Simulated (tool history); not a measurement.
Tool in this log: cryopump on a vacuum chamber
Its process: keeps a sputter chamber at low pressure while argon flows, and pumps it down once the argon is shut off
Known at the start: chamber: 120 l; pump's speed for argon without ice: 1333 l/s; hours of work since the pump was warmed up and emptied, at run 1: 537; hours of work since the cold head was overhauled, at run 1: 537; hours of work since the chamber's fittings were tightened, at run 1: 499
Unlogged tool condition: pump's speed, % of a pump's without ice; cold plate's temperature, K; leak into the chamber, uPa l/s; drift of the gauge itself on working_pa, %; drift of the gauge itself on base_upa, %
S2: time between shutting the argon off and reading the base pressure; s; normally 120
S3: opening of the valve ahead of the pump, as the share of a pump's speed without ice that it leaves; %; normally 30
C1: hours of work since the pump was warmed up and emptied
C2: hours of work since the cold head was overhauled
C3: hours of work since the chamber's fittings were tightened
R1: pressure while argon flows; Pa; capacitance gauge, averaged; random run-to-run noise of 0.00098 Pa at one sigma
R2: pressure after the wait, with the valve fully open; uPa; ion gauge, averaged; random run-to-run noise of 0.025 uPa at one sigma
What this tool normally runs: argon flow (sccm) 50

{"run": 1, "hour": 0.0, "argon flow (sccm)": 50, "S2": 120, "S3": 30, "C1": 537, "C2": 537, "C3": 499, "R1": 0.2244, "R2": 2.33}
{"run": 2, "hour": 45.3, "argon flow (sccm)": 50, "S2": 120, "S3": 30, "C1": 574, "C2": 574, "C3": 536, "R1": 0.2258, "R2": 2.35}
{"run": 3, "hour": 82.0, "argon flow (sccm)": 50, "S2": 120, "S3": 30, "C1": 604, "C2": 604, "C3": 566, "R1": 0.2251, "R2": 2.5}
{"run": 4, "hour": 105.5, "argon flow (sccm)": 50, "S2": 120, "S3": 42, "C1": 623, "C2": 623, "C3": 585, "R1": 0.1666, "R2": 2.6}
{"run": 5, "hour": 146.1, "argon flow (sccm)": 50, "S2": 120, "S3": 42, "C1": 656, "C2": 656, "C3": 618, "R1": 0.1685, "R2": 2.62}
{"hour": 182.3, "done": "pump warmed up, emptied and cooled again"}
{"run": 6, "hour": 189.2, "argon flow (sccm)": 50, "S2": 120, "S3": 42, "C1": 6, "C2": 687, "C3": 649, "R1": 0.1524, "R2": 2.36}
{"run": 7, "hour": 209.9, "argon flow (sccm)": 50, "S2": 120, "S3": 27, "C1": 22, "C2": 704, "C3": 666, "R1": 0.2344, "R2": 2.29}
{"run": 8, "hour": 253.5, "argon flow (sccm)": 50, "S2": 120, "S3": 27, "C1": 58, "C2": 740, "C3": 702, "R1": 0.2369, "R2": 2.39}
{"run": 9, "hour": 283.6, "argon flow (sccm)": 50, "S2": 49, "S3": 27, "C1": 83, "C2": 764, "C3": 726, "R1": 0.2383, "R2": 3.73}
{"run": 10, "hour": 322.9, "argon flow (sccm)": 50, "S2": 49, "S3": 27, "C1": 115, "C2": 796, "C3": 758, "R1": 0.239, "R2": 3.77}
{"run": 11, "hour": 359.9, "argon flow (sccm)": 50, "S2": 49, "S3": 27, "C1": 145, "C2": 826, "C3": 789, "R1": 0.2401, "R2": 3.87}
{"run": 12, "hour": 383.4, "argon flow (sccm)": 21, "S2": 120, "S3": 30, "C1": 164, "C2": 846, "C3": 808, "R1": 0.0896, "R2": 2.73}
{"run": 13, "hour": 426.9, "argon flow (sccm)": 21, "S2": 120, "S3": 30, "C1": 200, "C2": 881, "C3": 843, "R1": 0.0911, "R2": 2.79}
{"run": 14, "hour": 469.3, "argon flow (sccm)": 21, "S2": 120, "S3": 30, "C1": 234, "C2": 916, "C3": 878, "R1": 0.091, "R2": 2.87}
{"run": 15, "hour": 512.9, "argon flow (sccm)": 21, "S2": 120, "S3": 30, "C1": 270, "C2": 951, "C3": 913, "R1": 0.0901, "R2": 2.85}
{"run": 16, "hour": 551.6, "argon flow (sccm)": 21, "S2": 120, "S3": 30, "C1": 301, "C2": 983, "C3": 945, "R1": 0.091, "R2": 3.07}
{"run": 17, "hour": 575.0, "argon flow (sccm)": 50, "S2": 120, "S3": 30, "C1": 320, "C2": 1002, "C3": 964, "R1": 0.2179, "R2": 3.11}
{"run": 18, "hour": 621.8, "argon flow (sccm)": 50, "S2": 232, "S3": 23, "C1": 358, "C2": 1040, "C3": 1002, "R1": 0.2854, "R2": 2.88}
{"run": 19, "hour": 671.3, "argon flow (sccm)": 91, "S2": 105, "S3": 30, "C1": 399, "C2": 1080, "C3": 1043, "R1": 0.4022, "R2": 3.42}
{"run": 20, "hour": 721.3, "argon flow (sccm)": 33, "S2": 50, "S3": 20, "C1": 440, "C2": 1121, "C3": 1083, "R1": 0.2177, "R2": 4.76}
{"run": 21, "hour": 745.3, "argon flow (sccm)": 33, "S2": 22, "S3": 50, "C1": 459, "C2": 1141, "C3": 1103, "R1": 0.0928, "R2": 7.11}
{"run": 22, "hour": 773.8, "argon flow (sccm)": 34, "S2": 38, "S3": 38, "C1": 482, "C2": 1164, "C3": 1126, "R1": 0.1218, "R2": 5.28}
{"run": 23, "hour": 807.8, "argon flow (sccm)": 34, "S2": 38, "S3": 38, "C1": 510, "C2": 1192, "C3": 1154, "R1": 0.1237, "R2": 5.44}
{"run": 24, "hour": 844.5, "argon flow (sccm)": 50, "S2": 53, "S3": 20, "C1": 540, "C2": 1222, "C3": 1184, "R1": 0.3294, "R2": 4.72}
{"hour": 850.7, "done": "leaking fittings of the chamber tightened, without venting"}
{"run": 25, "hour": 890.9, "argon flow (sccm)": 50, "S2": 53, "S3": 20, "C1": 576, "C2": 1258, "C3": 33, "R1": 0.3311, "R2": 2.25}
{"run": 26, "hour": 932.4, "argon flow (sccm)": 50, "S2": 53, "S3": 20, "C1": 610, "C2": 1292, "C3": 67, "R1": 0.3344, "R2": 2.29}
{"run": 27, "hour": 975.9, "argon flow (sccm)": 50, "S2": 261, "S3": 27, "C1": 646, "C2": 1327, "C3": 102, "R1": 0.249, "R2": 0.92}
{"run": 28, "hour": 996.2, "argon flow (sccm)": 25, "S2": 141, "S3": 21, "C1": 662, "C2": 1344, "C3": 119, "R1": 0.1587, "R2": 1.29}
{"hour": 1024.5, "done": "pump warmed up, emptied and cooled again"}
{"run": 29, "hour": 1030.1, "argon flow (sccm)": 80, "S2": 141, "S3": 26, "C1": 5, "C2": 1367, "C3": 142, "R1": 0.3916, "R2": 1.17}
{"run": 30, "hour": 1058.6, "argon flow (sccm)": 27, "S2": 147, "S3": 39, "C1": 28, "C2": 1391, "C3": 166, "R1": 0.0899, "R2": 1.27}
{"run": 31, "hour": 1097.6, "argon flow (sccm)": 46, "S2": 67, "S3": 15, "C1": 60, "C2": 1423, "C3": 197, "R1": 0.3925, "R2": 2.07}
{"run": 32, "hour": 1126.2, "argon flow (sccm)": 81, "S2": 120, "S3": 30, "C1": 83, "C2": 1446, "C3": 221, "R1": 0.3495, "R2": 1.5}
{"run": 33, "hour": 1163.9, "argon flow (sccm)": 29, "S2": 120, "S3": 40, "C1": 114, "C2": 1477, "C3": 251, "R1": 0.095, "R2": 1.53}
{"run": 34, "hour": 1193.0, "argon flow (sccm)": 29, "S2": 120, "S3": 40, "C1": 137, "C2": 1500, "C3": 275, "R1": 0.0954, "R2": 1.61}

A few steps of R1 between consecutive runs. Split each: what settings, incoming material and random variation would produce without the hidden state, and what is left over for the hidden state, along with gauge scatter present in only one of the two compared results (measured, and without hidden state):
Run 5 -> 6: pump warmed up, emptied and cooled again. R1 -0.0161 Pa: hidden state -0.0162, all else +0.0001.
Run 18 -> 19: argon flow (sccm) 50 -> 91, S2 232 -> 105, S3 23 -> 30. R1 +0.1168 Pa: hidden state +0.0094, all else +0.1074.
Run 19 -> 20: argon flow (sccm) 91 -> 33, S2 105 -> 50, S3 30 -> 20. R1 -0.1845 Pa: hidden state -0.0111, all else -0.1734.
Run 29 -> 30: argon flow (sccm) 80 -> 27, S2 141 -> 147, S3 26 -> 39. R1 -0.3017 Pa: hidden state -0.0012, all else -0.3005.
Run 30 -> 31: argon flow (sccm) 27 -> 46, S2 147 -> 67, S3 39 -> 15. R1 +0.3026 Pa: hidden state +0.0013, all else +0.3013.
Run 32 -> 33: argon flow (sccm) 81 -> 29, S3 30 -> 40. R1 -0.2545 Pa: hidden state -0.0029, all else -0.2516.

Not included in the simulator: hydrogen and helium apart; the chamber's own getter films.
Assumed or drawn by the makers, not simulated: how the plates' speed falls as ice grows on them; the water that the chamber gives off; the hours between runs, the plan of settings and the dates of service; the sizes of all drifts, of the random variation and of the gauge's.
